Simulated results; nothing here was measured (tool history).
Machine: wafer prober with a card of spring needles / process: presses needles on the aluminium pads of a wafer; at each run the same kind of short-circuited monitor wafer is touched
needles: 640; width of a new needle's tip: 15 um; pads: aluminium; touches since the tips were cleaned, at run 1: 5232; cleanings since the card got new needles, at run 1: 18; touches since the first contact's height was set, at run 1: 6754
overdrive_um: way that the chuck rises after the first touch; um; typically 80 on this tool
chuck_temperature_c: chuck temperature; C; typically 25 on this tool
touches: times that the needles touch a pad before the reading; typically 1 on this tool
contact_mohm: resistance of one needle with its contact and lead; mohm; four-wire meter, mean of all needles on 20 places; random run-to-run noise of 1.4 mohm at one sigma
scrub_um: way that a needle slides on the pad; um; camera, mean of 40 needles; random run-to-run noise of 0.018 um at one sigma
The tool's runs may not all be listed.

run	hour	overdrive_um	chuck_temperature_c	touches	touches since the tips were cleaned	cleanings since the card got new needles	touches since the first contact's height was set	contact_mohm	scrub_um
1	0.0	80	25	1	5232	18	6754	159	17.57
# hour 3.7: tips cleaned on abrasive film
2	11.1	80	25	1	2137	19	9948	168	17.59
3	21.5	80	25	1	5167	19	12978	164	17.57
# hour 25.9: tips cleaned on abrasive film
4	31.1	80	25	1	1507	20	15744	140	17.55
5	43.3	80	25	1	5049	20	19286	152	17.58
# hour 47.8: tips cleaned on abrasive film
6	53.4	80	25	1	1624	21	22176	138	17.55
7	64.2	89	25	1	4783	21	25335	152	19.50
# hour 66.7: tips cleaned on abrasive film, once more
8	72.2	89	25	1	1599	22	27623	137	19.47
9	83.0	89	25	1	4748	22	30772	152	19.54
# hour 88.6: tips cleaned on abrasive film
10	99.7	89	25	1	3220	23	35577	148	19.48
# hour 110.6: tips cleaned on abrasive film
11	113.5	89	25	1	867	24	39581	133	19.48

Forecast run 12:
12	121.9	75	25	1	3294	24	42008	?	?

{"run 12": {"contact_mohm": 158, "scrub_um": 16.41}}
Were there no unlogged condition in the tool, this run, its random variation unchanged, would have produced contact_mohm 121 mohm, scrub_um 16.53 um.

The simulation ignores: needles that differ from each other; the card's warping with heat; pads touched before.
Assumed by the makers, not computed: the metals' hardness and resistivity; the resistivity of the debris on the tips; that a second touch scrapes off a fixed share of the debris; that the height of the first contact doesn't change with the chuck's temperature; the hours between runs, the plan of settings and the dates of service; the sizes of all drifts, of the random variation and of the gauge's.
